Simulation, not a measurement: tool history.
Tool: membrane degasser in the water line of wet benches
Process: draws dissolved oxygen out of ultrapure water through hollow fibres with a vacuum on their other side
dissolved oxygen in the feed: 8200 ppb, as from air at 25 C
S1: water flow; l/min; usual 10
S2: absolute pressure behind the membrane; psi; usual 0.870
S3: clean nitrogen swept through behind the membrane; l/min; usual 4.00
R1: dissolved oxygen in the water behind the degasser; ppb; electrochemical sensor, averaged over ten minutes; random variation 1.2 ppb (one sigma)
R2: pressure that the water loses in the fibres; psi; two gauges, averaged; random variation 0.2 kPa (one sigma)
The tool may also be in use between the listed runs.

Run 1, hour 0.0: usual settings. Result: R1 127.6 ppb, R2 6.881 psi.
Run 2, hour 42.8: usual settings. Result: R1 123.9 ppb, R2 6.850 psi.
Run 3, hour 105.7: usual settings but S3 11.24 l/min. Result: R1 112.6 ppb, R2 6.818 psi.
Run 4, hour 170.5: usual settings. Result: R1 126.5 ppb, R2 6.846 psi.
Run 5, hour 251.2: usual settings. Result: R1 125.1 ppb, R2 6.786 psi.
Run 6, hour 304.4: usual settings. Result: R1 124.6 ppb, R2 6.852 psi.
Run 7, hour 340.6: usual settings. Result: R1 125.1 ppb, R2 6.841 psi.
Run 8, hour 381.7: usual settings. Result: R1 126.2 ppb, R2 6.892 psi.
Run 9, hour 419.4: usual settings. Result: R1 125.6 ppb, R2 6.805 psi.
Run 10, hour 495.9: usual settings. Result: R1 124.1 ppb, R2 6.859 psi.
Run 11, hour 563.0: usual settings. Result: R1 124.6 ppb, R2 6.844 psi.
Run 12, hour 619.4: usual settings but S3 5.26 l/min. Result: R1 121.6 ppb, R2 6.767 psi.
Run 13, hour 684.1: usual settings but S1 16 l/min, S3 5.26 l/min. Result: R1 492.1 ppb, R2 10.914 psi.
Run 14, hour 763.2: usual settings but S1 16 l/min, S3 5.26 l/min. Result: R1 487.9 ppb, R2 10.850 psi.
Run 15, hour 824.3: usual settings but S2 1.230 psi. Result: R1 142.5 ppb, R2 6.833 psi.
Run 16, hour 899.8: usual settings but S2 1.230 psi. Result: R1 144.1 ppb, R2 6.812 psi.
Run 17, hour 942.3: usual settings but S2 0.550 psi. Result: R1 113.2 ppb, R2 6.870 psi.
Run 18, hour 983.6: usual settings but S1 9 l/min, S2 1.485 psi, S3 4.69 l/min. Result: R1 106.0 ppb, R2 6.196 psi.
Run 19, hour 1058.7: usual settings but S3 5.77 l/min. Result: R1 122.9 ppb, R2 6.859 psi.

The next listed run, before its measurement:
Run 20, hour 1101.4: usual settings but S2 1.186 psi, S3 9.23 l/min. Result: R1 ?, R2 ?.

Run 20 gave R1 121.2 ppb, R2 6.841 psi.
Without the tool's hidden state the same run would have given R1 111.1 ppb, R2 6.698 psi.

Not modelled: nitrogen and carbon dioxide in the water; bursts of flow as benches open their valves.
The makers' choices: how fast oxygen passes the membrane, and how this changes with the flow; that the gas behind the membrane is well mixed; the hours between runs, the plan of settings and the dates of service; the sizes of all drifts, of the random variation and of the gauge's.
